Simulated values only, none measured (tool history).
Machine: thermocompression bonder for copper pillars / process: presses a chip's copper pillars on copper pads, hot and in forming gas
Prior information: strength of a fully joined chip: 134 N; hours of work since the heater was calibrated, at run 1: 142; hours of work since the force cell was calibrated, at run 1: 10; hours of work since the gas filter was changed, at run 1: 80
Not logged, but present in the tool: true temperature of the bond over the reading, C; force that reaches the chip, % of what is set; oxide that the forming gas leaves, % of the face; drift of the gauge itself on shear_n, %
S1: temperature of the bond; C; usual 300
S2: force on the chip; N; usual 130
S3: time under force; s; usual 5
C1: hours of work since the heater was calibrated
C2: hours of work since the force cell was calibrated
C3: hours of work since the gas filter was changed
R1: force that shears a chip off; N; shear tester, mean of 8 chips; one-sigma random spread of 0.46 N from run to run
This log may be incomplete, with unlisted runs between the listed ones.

{"run": 1, "day": 0.0, "S1": 300, "S2": 130, "S3": 5, "C1": 142, "C2": 10, "C3": 80, "R1": 57.2}
{"run": 2, "day": 0.3, "S1": 301, "S2": 130, "S3": 5, "C1": 145, "C2": 13, "C3": 83, "R1": 57.4}
{"run": 3, "day": 0.783, "S1": 301, "S2": 130, "S3": 5, "C1": 151, "C2": 19, "C3": 89, "R1": 57.2}
{"run": 4, "day": 1.158, "S1": 322, "S2": 130, "S3": 5, "C1": 155, "C2": 23, "C3": 93, "R1": 74.6}
{"run": 5, "day": 1.383, "S1": 322, "S2": 130, "S3": 5, "C1": 158, "C2": 26, "C3": 96, "R1": 73.8}
{"run": 6, "day": 1.762, "S1": 322, "S2": 130, "S3": 5, "C1": 162, "C2": 30, "C3": 100, "R1": 74.2}
{"run": 7, "day": 2.167, "S1": 322, "S2": 130, "S3": 5, "C1": 167, "C2": 35, "C3": 105, "R1": 73.7}
{"run": 8, "day": 2.538, "S1": 322, "S2": 130, "S3": 5, "C1": 172, "C2": 39, "C3": 109, "R1": 74.1}
{"run": 9, "day": 2.838, "S1": 322, "S2": 130, "S3": 5, "C1": 175, "C2": 43, "C3": 113, "R1": 73.6}
{"run": 10, "day": 3.096, "S1": 322, "S2": 130, "S3": 5, "C1": 178, "C2": 46, "C3": 116, "R1": 74.1}
{"run": 11, "day": 3.471, "S1": 300, "S2": 182, "S3": 13, "C1": 183, "C2": 50, "C3": 120, "R1": 95.2}
{"run": 12, "day": 3.733, "S1": 300, "S2": 182, "S3": 13, "C1": 186, "C2": 54, "C3": 123, "R1": 96.3}

Predict the results of run 13:
{"run": 13, "day": 4.096, "S1": 320, "S2": 140, "S3": 5, "C1": 190, "C2": 58, "C3": 128, "R1": "?"}

R1: 75.7 N
Had the tool carried no hidden state, the very same run would have given R1 75.8 N.
